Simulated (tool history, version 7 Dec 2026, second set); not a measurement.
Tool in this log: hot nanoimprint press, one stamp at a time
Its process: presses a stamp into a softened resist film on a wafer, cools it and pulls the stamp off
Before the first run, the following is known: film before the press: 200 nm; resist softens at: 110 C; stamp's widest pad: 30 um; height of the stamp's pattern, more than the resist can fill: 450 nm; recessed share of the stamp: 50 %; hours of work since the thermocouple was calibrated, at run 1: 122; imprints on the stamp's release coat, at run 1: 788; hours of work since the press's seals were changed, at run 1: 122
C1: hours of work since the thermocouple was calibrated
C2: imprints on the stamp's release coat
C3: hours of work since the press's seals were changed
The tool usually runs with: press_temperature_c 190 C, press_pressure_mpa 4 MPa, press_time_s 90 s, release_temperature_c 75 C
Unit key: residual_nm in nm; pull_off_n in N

run 1 hour=0 | press_temperature_c=190 press_pressure_mpa=4 press_time_s=90 release_temperature_c=75 | C1=122 C2=788 C3=122 | residual_nm=109.1 pull_off_n=212
run 2 hour=38.7 | press_temperature_c=190 press_pressure_mpa=4 press_time_s=90 release_temperature_c=75 | C1=148 C2=956 C3=148 | residual_nm=109.4 pull_off_n=222
run 3 hour=64 | press_temperature_c=190 press_pressure_mpa=4 press_time_s=90 release_temperature_c=75 | C1=165 C2=1066 C3=165 | residual_nm=108.7 pull_off_n=228
run 4 hour=117.8 | press_temperature_c=198 press_pressure_mpa=4 press_time_s=90 release_temperature_c=75 | C1=201 C2=1300 C3=201 | residual_nm=77.1 pull_off_n=240
run 5 hour=152.4 | press_temperature_c=198 press_pressure_mpa=4 press_time_s=90 release_temperature_c=75 | C1=224 C2=1450 C3=224 | residual_nm=77.3 pull_off_n=251
run 6 hour=185 | press_temperature_c=198 press_pressure_mpa=4 press_time_s=90 release_temperature_c=75 | C1=246 C2=1592 C3=246 | residual_nm=78.1 pull_off_n=265
run 7 hour=221.7 | press_temperature_c=185 press_pressure_mpa=4 press_time_s=90 release_temperature_c=75 | C1=271 C2=1752 C3=271 | residual_nm=128.8 pull_off_n=276
run 8 hour=253.9 | press_temperature_c=190 press_pressure_mpa=4 press_time_s=112 release_temperature_c=75 | C1=293 C2=1892 C3=293 | residual_nm=98.4 pull_off_n=273
-- hour=263 stamp cleaned and given a new release coat
run 9 hour=312.4 | press_temperature_c=190 press_pressure_mpa=4 press_time_s=90 release_temperature_c=75 | C1=328 C2=215 C3=328 | residual_nm=106.5 pull_off_n=178
run 10 hour=357 | press_temperature_c=190 press_pressure_mpa=4 press_time_s=90 release_temperature_c=69 | C1=358 C2=410 C3=358 | residual_nm=105.1 pull_off_n=186
run 11 hour=392.2 | press_temperature_c=190 press_pressure_mpa=4 press_time_s=90 release_temperature_c=69 | C1=382 C2=563 C3=382 | residual_nm=103.3 pull_off_n=207
run 12 hour=446.1 | press_temperature_c=190 press_pressure_mpa=4 press_time_s=90 release_temperature_c=69 | C1=418 C2=797 C3=418 | residual_nm=105.2 pull_off_n=219
-- hour=453.8 plate thermocouple calibrated
run 13 hour=493.7 | press_temperature_c=190 press_pressure_mpa=4 press_time_s=90 release_temperature_c=69 | C1=27 C2=991 C3=448 | residual_nm=100.9 pull_off_n=225
run 14 hour=519.1 | press_temperature_c=190 press_pressure_mpa=4 press_time_s=90 release_temperature_c=69 | C1=44 C2=1102 C3=465 | residual_nm=101.2 pull_off_n=237
run 15 hour=567 | press_temperature_c=190 press_pressure_mpa=4 press_time_s=90 release_temperature_c=69 | C1=76 C2=1310 C3=498 | residual_nm=102 pull_off_n=244
-- hour=574.9 plate thermocouple calibrated, once more
run 16 hour=594.6 | press_temperature_c=190 press_pressure_mpa=4 press_time_s=90 release_temperature_c=69 | C1=13 C2=1417 C3=514 | residual_nm=111 pull_off_n=259
run 17 hour=635.2 | press_temperature_c=190 press_pressure_mpa=4 press_time_s=64 release_temperature_c=75 | C1=41 C2=1594 C3=541 | residual_nm=125.7 pull_off_n=269
run 18 hour=668.7 | press_temperature_c=190 press_pressure_mpa=4 press_time_s=63 release_temperature_c=67 | C1=63 C2=1739 C3=564 | residual_nm=125.3 pull_off_n=295
-- hour=713.1 stamp cleaned and given a new release coat
run 19 hour=716 | press_temperature_c=190 press_pressure_mpa=4.94 press_time_s=63 release_temperature_c=67 | C1=91 C2=12 C3=592 | residual_nm=116.7 pull_off_n=171
run 20 hour=756.5 | press_temperature_c=190 press_pressure_mpa=5.71 press_time_s=74 release_temperature_c=75 | C1=118 C2=188 C3=619 | residual_nm=103.8 pull_off_n=174
run 21 hour=795.7 | press_temperature_c=183 press_pressure_mpa=4 press_time_s=95 release_temperature_c=75 | C1=145 C2=359 C3=646 | residual_nm=138.8 pull_off_n=191
run 22 hour=831.2 | press_temperature_c=183 press_pressure_mpa=4 press_time_s=95 release_temperature_c=75 | C1=169 C2=513 C3=669 | residual_nm=138.4 pull_off_n=190
run 23 hour=865.7 | press_temperature_c=194 press_pressure_mpa=2.94 press_time_s=119 release_temperature_c=74 | C1=192 C2=663 C3=693 | residual_nm=95 pull_off_n=199
run 24 hour=901.4 | press_temperature_c=194 press_pressure_mpa=2.94 press_time_s=119 release_temperature_c=74 | C1=216 C2=818 C3=717 | residual_nm=94.7 pull_off_n=208
run 25 hour=927.5 | press_temperature_c=201 press_pressure_mpa=2.94 press_time_s=128 release_temperature_c=81 | C1=233 C2=932 C3=734 | residual_nm=67.1 pull_off_n=208
run 26 hour=959.7 | press_temperature_c=184 press_pressure_mpa=2.94 press_time_s=128 release_temperature_c=81 | C1=255 C2=1072 C3=756 | residual_nm=134.6 pull_off_n=218
run 27 hour=988.4 | press_temperature_c=184 press_pressure_mpa=2.94 press_time_s=128 release_temperature_c=81 | C1=274 C2=1197 C3=775 | residual_nm=132.6 pull_off_n=224
run 28 hour=1044.9 | press_temperature_c=184 press_pressure_mpa=2.51 press_time_s=128 release_temperature_c=81 | C1=312 C2=1443 C3=813 | residual_nm=139.8 pull_off_n=248
run 29 hour=1100.9 | press_temperature_c=187 press_pressure_mpa=5.6 press_time_s=128 release_temperature_c=81 | C1=350 C2=1686 C3=851 | residual_nm=95.1 pull_off_n=254

Forecast each of these 3 alternatives for the next run:
-- hour=1157.2 stamp cleaned and given a new release coat
run A hour=1161.5 | press_temperature_c=188 press_pressure_mpa=4 press_time_s=65 release_temperature_c=66 | C1=387 C2=19 C3=888 | residual_nm=? pull_off_n=?
-- hour=1157.2 stamp cleaned and given a new release coat
run B hour=1161.5 | press_temperature_c=196 press_pressure_mpa=3.43 press_time_s=140 release_temperature_c=75 | C1=387 C2=19 C3=888 | residual_nm=? pull_off_n=?
-- hour=1157.2 stamp cleaned and given a new release coat
run C hour=1161.5 | press_temperature_c=185 press_pressure_mpa=3.13 press_time_s=128 release_temperature_c=64 | C1=387 C2=19 C3=888 | residual_nm=? pull_off_n=?

run=A residual_nm=126.2 pull_off_n=174
run=B residual_nm=74.9 pull_off_n=164
run=C residual_nm=124.7 pull_off_n=167
Without the tool's hidden state the same runs would have given:
run=A residual_nm=130 pull_off_n=174
run=B residual_nm=78 pull_off_n=164
run=C residual_nm=129.6 pull_off_n=168

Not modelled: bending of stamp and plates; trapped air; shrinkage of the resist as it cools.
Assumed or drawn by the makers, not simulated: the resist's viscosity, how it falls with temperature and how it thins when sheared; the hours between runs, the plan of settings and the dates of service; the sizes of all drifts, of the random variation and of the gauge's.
